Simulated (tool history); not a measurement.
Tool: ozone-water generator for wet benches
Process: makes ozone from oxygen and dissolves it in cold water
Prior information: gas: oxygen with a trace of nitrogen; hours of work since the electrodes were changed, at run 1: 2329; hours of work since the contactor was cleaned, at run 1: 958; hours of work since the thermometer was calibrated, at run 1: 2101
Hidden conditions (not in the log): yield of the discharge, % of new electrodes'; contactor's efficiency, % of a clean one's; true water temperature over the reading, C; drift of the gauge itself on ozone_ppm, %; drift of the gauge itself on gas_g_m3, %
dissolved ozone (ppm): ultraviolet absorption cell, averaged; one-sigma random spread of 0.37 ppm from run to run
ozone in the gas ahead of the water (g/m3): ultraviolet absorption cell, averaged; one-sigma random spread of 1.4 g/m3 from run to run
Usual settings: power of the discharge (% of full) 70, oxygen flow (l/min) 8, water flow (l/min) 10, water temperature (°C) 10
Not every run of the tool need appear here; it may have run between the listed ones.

run	hour	power of the discharge (% of full)	oxygen flow (l/min)	water flow (l/min)	water temperature (°C)	hours of work since the electrodes were changed	hours of work since the contactor was cleaned	hours of work since the thermometer was calibrated	dissolved ozone (ppm)	ozone in the gas ahead of the water (g/m3)
1	0	70	8	10	10	2329	958	2101	58.2	269.2
2	98.5	70	8	10	10	2421	1051	2193	58.7	268.4
3	242.9	70	8	10	10	2557	1186	2329	58.7	268.4
4	364	70	8	10	15	2670	1300	2442	51.6	268.2
5	446.4	64	8	10	15	2747	1377	2519	50.5	258.1
6	537.7	64	8	10	15	2833	1462	2605	49.5	257.4
7	644	64	8	10	15	2933	1562	2705	50.5	259.9
8	785.5	64	8	8	15	3065	1694	2837	56.9	257.7
9	919.6	64	8	8	15	3191	1820	2963	56	258.1
10	1019.2	70	8	10	5	3284	1914	3056	64	273.9
11	1161.5	70	8	10	10	3418	2047	3190	58.4	271.4
12	1253	70	8	16	10	3503	2133	3275	41	272.4
# hour 1289.7: contactor cleaned
13	1366.3	70	8	10	10	3606	72	3378	58.7	273.9
14	1500.2	43	6.04	10	6	3731	197	3503	53.9	256.4
15	1590	43	6.04	10	6	3815	281	3587	53.4	259.1
16	1710.1	43	6.04	10	6	3928	394	3700	53.8	257
17	1770.8	58	8	15	10	3985	451	3757	39.6	250.5
18	1865.3	70	11.3	9	13	4073	539	3845	50.1	215
19	1957.1	58	8	6	10	4159	625	3931	69.4	251.5
# hour 2064.9: gauge calibrated
20	2088.7	58	8	6	10	4283	749	4055	70.2	244.2
21	2183.7	58	8	6	10	4372	838	4144	70.1	244.5
22	2305.9	58	8	6	10	4486	952	4258	69.9	244.2
23	2408.6	58	8	6	10	4582	1049	4354	69.4	244.3
24	2537.4	58	8	6	10	4703	1169	4475	69.9	244.7
25	2685.2	98	9.26	10	6	4842	1308	4614	72.1	292.4

Predict each of these 5 candidate next runs independently; none follows another, all start after run 25:
A	2790.9	92	12.91	6	10	4941	1407	4713	?	?
B	2790.9	49	9.26	7	17	4941	1407	4713	?	?
C	2790.9	70	8.56	7	10	4941	1407	4713	?	?
D	2790.9	84	10.64	7	10	4941	1407	4713	?	?
E	2790.9	98	8.16	7	7	4941	1407	4713	?	?

run	dissolved ozone (ppm)	ozone in the gas ahead of the water (g/m3)
A	70	225.8
B	47	205.2
C	69.3	254.4
D	69.6	246.9
E	89.2	315.9
With no hidden state in the tool, these same runs would have given:
run	dissolved ozone (ppm)	ozone in the gas ahead of the water (g/m3)
A	70.2	224.3
B	47.1	203.6
C	69.6	252.6
D	69.8	245.2
E	89.5	313.9
